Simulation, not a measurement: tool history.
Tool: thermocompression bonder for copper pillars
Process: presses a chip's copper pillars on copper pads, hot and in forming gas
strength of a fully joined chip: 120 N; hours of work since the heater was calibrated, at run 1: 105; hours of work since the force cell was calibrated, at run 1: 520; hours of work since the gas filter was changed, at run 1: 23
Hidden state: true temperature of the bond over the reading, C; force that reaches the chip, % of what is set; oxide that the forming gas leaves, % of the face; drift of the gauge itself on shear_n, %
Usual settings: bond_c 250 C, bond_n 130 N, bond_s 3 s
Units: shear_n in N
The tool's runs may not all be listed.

run	day	bond_c	bond_n	bond_s	hours of work since the heater was calibrated	hours of work since the force cell was calibrated	hours of work since the gas filter was changed	shear_n
1	0	250	130	3	105	520	23	68.8
2	1.892	250	130	6	130	545	48	82.8
3	3.933	250	130	3	157	572	75	66
4	5.025	250	130	2	172	587	90	59.2
5	6.804	231	130	2	195	610	113	43
6	7.975	231	130	2	211	626	129	41.7
7	10.383	231	130	2	243	658	161	40.7
8	12.15	231	130	2	266	682	185	42
# day 12.321: forming gas filter changed
9	13.788	250	130	3	288	703	20	70.3
10	15.146	250	130	3	306	721	38	70.5
11	17.204	277	130	3	334	749	65	94.7
12	18.979	277	97	6	357	772	89	89.6
13	21.058	250	80	3	385	800	116	44.3
14	22.529	250	80	3	405	820	136	42.7
15	24.767	250	80	3	434	850	166	42.9
16	25.879	232	96	9	449	864	181	58.4
# day 26.342: forming gas filter changed
17	26.921	233	159	3	463	878	8	67.3
18	29.354	231	130	3	495	911	40	54.3
19	31.246	231	156	2	521	936	65	55.6
20	33.108	231	156	2	545	961	90	56.5
21	34.312	258	128	6	561	977	106	91.9

Hidden state at the last listed run before each entry between runs and at the first one after, where it differs:
Between runs 8 and 9: forming gas filter changed (day 12.321)
  true temperature of the bond over the reading, C: 3.7 -> 4.1; force that reaches the chip, % of what is set: 97.9 -> 97.8; oxide that the forming gas leaves, % of the face: 9.25 -> 1.52
  measured less the result without the state, shear_n: -1.9 -> +1.8 N
Between runs 16 and 17: forming gas filter changed (day 26.342)
  true temperature of the bond over the reading, C: 6.7 -> 6.9; oxide that the forming gas leaves, % of the face: 8.73 -> 0.93
  measured less the result without the state, shear_n: -0.2 -> +5 N
